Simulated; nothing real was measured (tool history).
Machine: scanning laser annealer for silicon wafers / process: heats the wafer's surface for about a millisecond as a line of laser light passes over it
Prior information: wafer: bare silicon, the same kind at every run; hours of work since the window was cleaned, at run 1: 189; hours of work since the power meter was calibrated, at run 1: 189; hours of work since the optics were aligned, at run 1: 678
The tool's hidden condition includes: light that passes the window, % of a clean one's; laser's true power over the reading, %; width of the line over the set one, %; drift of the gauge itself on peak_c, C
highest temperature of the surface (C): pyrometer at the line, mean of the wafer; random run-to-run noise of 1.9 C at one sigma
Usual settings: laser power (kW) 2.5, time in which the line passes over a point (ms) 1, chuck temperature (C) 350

run,hour,laser power (kW),time in which the line passes over a point (ms),chuck temperature (C),hours of work since the window was cleaned,hours of work since the power meter was calibrated,hours of work since the optics were aligned,highest temperature of the surface (C)
1,0,2.5,1,350,189,189,678,1099
2,9.4,2.5,1,350,195,195,684,1099
3,14.8,2.5,1,350,198,198,688,1103
4,21.4,2.5,1,350,203,203,692,1096
5,28.6,2.591,1,350,207,207,696,1135
6,36.1,2.5,1,350,212,212,701,1101
7,40.6,2.5,1,350,215,215,704,1097
8,49.3,2.445,1,350,221,221,710,1072
9,57.2,2.5,1,350,226,226,715,1098
10,66.3,2.5,1,350,231,231,721,1098
11,75.7,2.5,1,350,237,237,727,1097
12,80.5,2.5,0.82,350,240,240,730,1032
13,87,2.5,0.82,350,245,245,734,1032
14,96.8,2.545,1,350,251,251,740,1115
15,104.9,2.545,1,350,256,256,745,1114
16,114,2.545,1,350,262,262,751,1113
17,120.4,2.5,1,372,266,266,755,1118
18,124.7,2.26,0.81,350,269,269,758,942
19,129.4,2.26,0.81,350,272,272,761,940
20,134.6,2.26,0.81,370,275,275,764,961
21,140.5,2.566,0.94,350,279,279,768,1097
22,148.4,2.566,0.94,350,284,284,773,1099
23,158.2,2.518,0.93,340,290,290,779,1064
24,163.8,2.255,1,350,294,294,783,1001
25,169.4,2.255,0.85,350,297,297,787,951
26,179.2,2.255,0.85,350,304,304,793,948
27,185.6,2.255,0.85,350,308,308,797,947
28,194.8,2.5,1,333,314,314,803,1073

Each row is a separate what-if for the run after 28, all from the same tool condition, not one after another. Results?
A,202,2.417,1,339,318,318,807,?
B,202,2.5,1,354,318,318,807,?
C,202,2.739,1.06,333,318,318,807,?
D,202,2.5,0.93,350,318,318,807,?

run,highest temperature of the surface (C)
A,1049
B,1093
C,1191
D,1065
Stripped of hidden state, with their random variation kept, the same runs would have yielded:
run,highest temperature of the surface (C)
A,1086
B,1133
C,1237
D,1103
